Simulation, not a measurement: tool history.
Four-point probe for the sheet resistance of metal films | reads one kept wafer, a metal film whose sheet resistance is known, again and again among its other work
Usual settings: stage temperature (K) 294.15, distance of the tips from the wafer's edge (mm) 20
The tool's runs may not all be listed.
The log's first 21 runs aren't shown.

run	hour	stage temperature (K)	distance of the tips from the wafer's edge (mm)	sheet resistance as the instrument gives it (ohm/square)
22	940.1	303.15	7	14.176925
23	1003.4	296.15	12	14.103266
24	1063.3	293.15	20	14.076488
25	1096.0	293.15	20	14.081325
26	1146.2	303.15	3	14.827276
27	1183.9	294.15	5	14.362100
28	1221.6	297.15	13	14.101262
29	1273.6	291.15	14	14.108146
30	1316.9	291.15	14	14.116006
31	1367.2	294.15	12	14.124496
32	1430.3	294.15	12	14.129887
33	1476.6	293.15	5	14.376979
34	1525.7	293.15	5	14.381012

Forecast each of these 4 alternatives for the next run:
A	1581.6	294.15	20	?
B	1581.6	304.15	42	?
C	1581.6	305.15	17	?
D	1581.6	303.15	28	?

run	sheet resistance as the instrument gives it (ohm/square)
A	14.099030
B	14.056574
C	14.066354
D	14.065085
Without the tool's hidden state the same runs would have given:
run	sheet resistance as the instrument gives it (ohm/square)
A	14.004645
B	13.962818
C	13.972576
D	13.971240
